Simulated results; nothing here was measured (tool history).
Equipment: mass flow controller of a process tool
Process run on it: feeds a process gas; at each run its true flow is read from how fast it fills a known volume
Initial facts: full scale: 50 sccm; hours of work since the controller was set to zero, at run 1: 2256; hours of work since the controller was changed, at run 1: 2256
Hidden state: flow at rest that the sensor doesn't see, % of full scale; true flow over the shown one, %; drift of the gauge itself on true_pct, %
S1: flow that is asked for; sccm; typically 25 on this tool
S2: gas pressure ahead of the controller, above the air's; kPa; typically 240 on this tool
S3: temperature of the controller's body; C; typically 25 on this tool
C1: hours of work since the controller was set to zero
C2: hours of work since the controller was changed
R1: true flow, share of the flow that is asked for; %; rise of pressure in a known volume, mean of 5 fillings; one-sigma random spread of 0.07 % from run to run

run 1 day=0 | S1=25 S2=240 S3=25 | C1=2256 C2=2256 | R1=96.8
run 2 day=2.679 | S1=25 S2=240 S3=25 | C1=2295 C2=2295 | R1=96.67
run 3 day=6.267 | S1=25 S2=240 S3=28 | C1=2348 C2=2348 | R1=96.75
run 4 day=10.017 | S1=25 S2=240 S3=28 | C1=2403 C2=2403 | R1=96.67
run 5 day=15.046 | S1=25 S2=240 S3=35 | C1=2478 C2=2478 | R1=96.94
run 6 day=17.638 | S1=25 S2=240 S3=35 | C1=2516 C2=2516 | R1=96.88
run 7 day=20.454 | S1=9 S2=240 S3=25 | C1=2557 C2=2557 | R1=94.38
run 8 day=23.438 | S1=9 S2=240 S3=25 | C1=2601 C2=2601 | R1=94.16
run 9 day=26.958 | S1=9 S2=240 S3=25 | C1=2653 C2=2653 | R1=94.24
run 10 day=32.125 | S1=9 S2=240 S3=25 | C1=2730 C2=2730 | R1=94.07
run 11 day=34.908 | S1=9 S2=240 S3=24 | C1=2771 C2=2771 | R1=93.94
run 12 day=39.442 | S1=9 S2=240 S3=34 | C1=2837 C2=2837 | R1=94.29
run 13 day=44.175 | S1=25 S2=240 S3=38 | C1=2907 C2=2907 | R1=96.75
run 14 day=48.8 | S1=25 S2=240 S3=25 | C1=2975 C2=2975 | R1=96.09
run 15 day=53.983 | S1=25 S2=240 S3=25 | C1=3052 C2=3052 | R1=96.06
run 16 day=56.558 | S1=25 S2=240 S3=25 | C1=3090 C2=3090 | R1=95.99
run 17 day=58.971 | S1=12 S2=220 S3=25 | C1=3125 C2=3125 | R1=94.44
run 18 day=64.029 | S1=25 S2=165 S3=22 | C1=3200 C2=3200 | R1=96.33
run 19 day=66.842 | S1=25 S2=165 S3=22 | C1=3242 C2=3242 | R1=96.41
run 20 day=71.717 | S1=25 S2=165 S3=32 | C1=3313 C2=3313 | R1=96.59
run 21 day=76.521 | S1=7 S2=240 S3=20 | C1=3384 C2=3384 | R1=92.08
run 22 day=80.575 | S1=11 S2=164 S3=20 | C1=3444 C2=3444 | R1=93.99
run 23 day=83.021 | S1=30 S2=240 S3=25 | C1=3480 C2=3480 | R1=96.17
run 24 day=87.454 | S1=9 S2=240 S3=25 | C1=3546 C2=3546 | R1=93.04
run 25 day=92.846 | S1=9 S2=240 S3=25 | C1=3625 C2=3625 | R1=92.95
run 26 day=96.167 | S1=13 S2=183 S3=26 | C1=3674 C2=3674 | R1=94.3
run 27 day=101.688 | S1=25 S2=240 S3=28 | C1=3755 C2=3755 | R1=95.68
run 28 day=106.029 | S1=16 S2=186 S3=28 | C1=3819 C2=3819 | R1=94.8
run 29 day=110.7 | S1=16 S2=186 S3=31 | C1=3888 C2=3888 | R1=94.8

4 ways to go on from here, each from the tool as it stands after run 29. What would each give?
run A day=115.358 | S1=5 S2=165 S3=31 | C1=3957 C2=3957 | R1=?
run B day=115.358 | S1=16 S2=186 S3=25 | C1=3957 C2=3957 | R1=?
run C day=115.358 | S1=10 S2=186 S3=31 | C1=3957 C2=3957 | R1=?
run D day=115.358 | S1=6 S2=276 S3=36 | C1=3957 C2=3957 | R1=?

run=A R1=90.12
run=B R1=94.67
run=C R1=93.34
run=D R1=90.59
What these runs would have given with no unlogged condition in the tool:
run=A R1=98.55
run=B R1=98.7
run=C R1=98.56
run=D R1=97.95
